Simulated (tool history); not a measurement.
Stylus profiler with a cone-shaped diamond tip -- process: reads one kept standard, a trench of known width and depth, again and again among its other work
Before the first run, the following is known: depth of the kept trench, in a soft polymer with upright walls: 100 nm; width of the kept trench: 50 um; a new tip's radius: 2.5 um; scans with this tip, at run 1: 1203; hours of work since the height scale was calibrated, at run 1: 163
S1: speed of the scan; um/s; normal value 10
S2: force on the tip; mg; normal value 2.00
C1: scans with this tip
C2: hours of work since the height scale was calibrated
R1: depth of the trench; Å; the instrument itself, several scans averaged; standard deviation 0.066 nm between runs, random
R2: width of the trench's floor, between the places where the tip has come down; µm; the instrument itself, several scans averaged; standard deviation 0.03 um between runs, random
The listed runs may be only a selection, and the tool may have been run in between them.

run,day,S1,S2,C1,C2,R1,R2
1,0.000,10,2.00,1203,163,1007.2,48.45
2,0.788,10,2.00,1309,177,1007.1,48.40
3,1.529,10,0.76,1408,190,1004.0,48.36
4,2.042,10,0.76,1476,200,1003.0,48.36
5,2.800,10,0.76,1578,213,1003.3,48.36
6,3.646,10,0.76,1691,229,1003.2,48.33
7,4.221,10,0.76,1768,239,1003.8,48.34
8,4.667,10,2.01,1827,247,1008.0,48.35
9,5.321,10,4.78,1915,259,1013.4,48.36
10,5.738,10,4.78,1971,267,1014.0,48.42
11,6.442,10,4.78,2065,279,1014.0,48.27
12,7.267,10,0.85,2175,294,1004.1,48.36
13,8.071,10,0.85,2283,309,1002.8,48.31
14,8.575,10,2.00,2350,318,1006.6,48.31
15,9.317,32,2.00,2449,331,1005.9,48.22
16,10.042,32,2.00,2546,344,1006.0,48.25
17,10.754,10,2.00,2641,357,1007.1,48.27
18,11.508,10,2.00,2742,371,1006.9,48.25
19,12.121,10,3.18,2824,382,1010.9,48.28
20,12.967,10,3.18,2937,397,1009.2,48.28
21,13.783,10,3.18,3047,412,1009.8,48.25
22,14.442,10,0.78,3135,424,1002.2,48.26
23,14.808,10,0.78,3184,431,1002.7,48.26
24,15.525,32,2.00,3279,443,1007.9,48.20
25,16.079,32,2.00,3353,453,1006.9,48.23
26,16.808,32,2.00,3451,467,1006.8,48.14
27,17.579,27,2.00,3554,481,1005.4,48.11
28,18.421,5,2.48,3667,496,1007.8,48.14
29,19.121,10,3.64,3760,508,1010.1,48.12
30,19.904,10,3.69,3865,523,1010.8,48.19
31,20.508,10,1.16,3946,534,1003.7,48.18
32,20.871,10,1.16,3995,540,1002.9,48.11
33,21.638,10,0.95,4097,554,1002.2,48.16
34,22.029,10,4.46,4149,561,1012.1,48.10
35,22.783,10,4.46,4250,575,1010.7,48.09
36,23.588,9,5.87,4358,589,1014.5,48.22
37,24.317,16,1.99,4455,602,1006.3,48.09

Per-run results on a tool with no hidden state, each run keeping its own random variation:
The tool's hidden condition here consists of: radius of the tip, um; height scale over the true one, %; drift of the gauge itself on depth_nm, %; drift of the gauge itself on floor_um, %.
run,R1,R2
1,1007.9,48.60
2,1007.9,48.57
3,1004.8,48.53
4,1003.8,48.54
5,1004.2,48.55
6,1004.1,48.53
7,1004.8,48.55
8,1009.0,48.56
9,1014.4,48.58
10,1015.0,48.65
11,1015.1,48.51
12,1005.3,48.61
13,1003.9,48.57
14,1007.8,48.58
15,1007.2,48.50
16,1007.3,48.54
17,1008.5,48.57
18,1008.3,48.56
19,1012.4,48.60
20,1010.7,48.61
21,1011.4,48.59
22,1003.8,48.61
23,1004.3,48.61
24,1009.6,48.57
25,1008.6,48.60
26,1008.6,48.52
27,1007.2,48.50
28,1009.7,48.54
29,1012.1,48.53
30,1012.8,48.61
31,1005.7,48.61
32,1004.9,48.54
33,1004.4,48.60
34,1014.2,48.54
35,1012.9,48.55
36,1016.8,48.68
37,1008.6,48.56

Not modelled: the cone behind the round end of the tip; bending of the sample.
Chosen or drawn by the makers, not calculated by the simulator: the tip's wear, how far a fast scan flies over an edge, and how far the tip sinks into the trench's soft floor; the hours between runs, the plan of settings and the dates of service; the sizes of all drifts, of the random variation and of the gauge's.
